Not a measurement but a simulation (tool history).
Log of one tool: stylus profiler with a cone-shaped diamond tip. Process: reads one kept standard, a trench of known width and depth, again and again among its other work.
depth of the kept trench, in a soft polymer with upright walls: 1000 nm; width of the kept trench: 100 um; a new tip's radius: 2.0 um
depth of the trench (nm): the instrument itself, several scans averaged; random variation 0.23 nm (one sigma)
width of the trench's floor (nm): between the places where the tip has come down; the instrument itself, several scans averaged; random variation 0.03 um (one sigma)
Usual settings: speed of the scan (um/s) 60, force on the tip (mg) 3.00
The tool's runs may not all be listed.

run	hour	speed of the scan (um/s)	force on the tip (mg)	depth of the trench (nm)	width of the trench's floor (nm)
1	0.0	60	3.00	1007.55	95780
2	20.1	60	3.00	1007.81	95740
3	33.3	60	3.00	1008.24	95800
4	51.9	60	3.00	1007.88	95770
5	74.4	60	3.00	1007.78	95780
6	88.8	60	3.00	1007.61	95760
7	107.2	189	3.00	1007.93	95080
8	127.7	23	3.00	1007.90	95930
9	141.9	23	3.00	1007.74	95910
10	158.6	23	3.00	1007.63	95870
11	180.2	23	3.00	1007.67	95900
12	191.2	60	3.00	1007.75	95700
13	215.9	225	3.00	1007.91	94820
14	229.8	225	3.00	1007.66	94760
15	245.6	22	3.00	1007.75	95800
16	264.5	22	3.00	1007.82	95860
17	280.1	186	3.00	1007.56	94980
18	300.4	186	3.00	1007.50	94970
19	322.9	186	3.00	1007.64	95010
20	342.9	60	4.09	1009.94	95640
21	354.2	60	4.09	1009.80	95640
22	366.9	60	3.00	1007.56	95650
23	384.5	60	3.00	1007.42	95570
24	396.1	60	3.00	1007.57	95590
25	407.6	56	3.00	1007.47	95580
26	421.5	56	3.00	1007.45	95640
27	435.3	56	2.10	1005.27	95540
28	453.0	148	3.65	1008.87	95160
29	472.8	148	3.65	1008.50	95160
30	490.7	109	3.00	1007.28	95300
31	508.3	109	3.00	1007.37	95270
32	522.9	109	3.00	1006.93	95270
33	540.5	125	4.28	1009.60	95240
34	559.9	22	1.47	1003.55	95630
35	574.4	26	2.80	1006.62	95640
36	590.2	26	2.80	1006.52	95590
37	602.2	83	6.03	1012.60	95480
38	619.6	20	1.79	1003.98	95650
39	636.3	20	1.79	1004.05	95630
40	661.1	20	1.79	1003.90	95600
41	677.8	157	4.44	1009.75	95010
42	692.9	157	4.44	1009.86	95050
43	709.4	60	6.99	1014.28	95480
44	730.0	63	2.28	1005.28	95340
45	754.1	68	5.64	1011.81	95400
46	764.2	121	3.92	1008.61	95130

Forecast each of these 3 alternatives for the next run:
A	782.4	20	7.70	?	?
B	782.4	133	2.30	?	?
C	782.4	29	1.26	?	?

run	depth of the trench (nm)	width of the trench's floor (nm)
A	1014.77	95560
B	1005.54	94950
C	1002.49	95340
Without the tool's hidden state the same runs would have given:
run	depth of the trench (nm)	width of the trench's floor (nm)
A	1017.74	96430
B	1008.48	95830
C	1005.42	96210
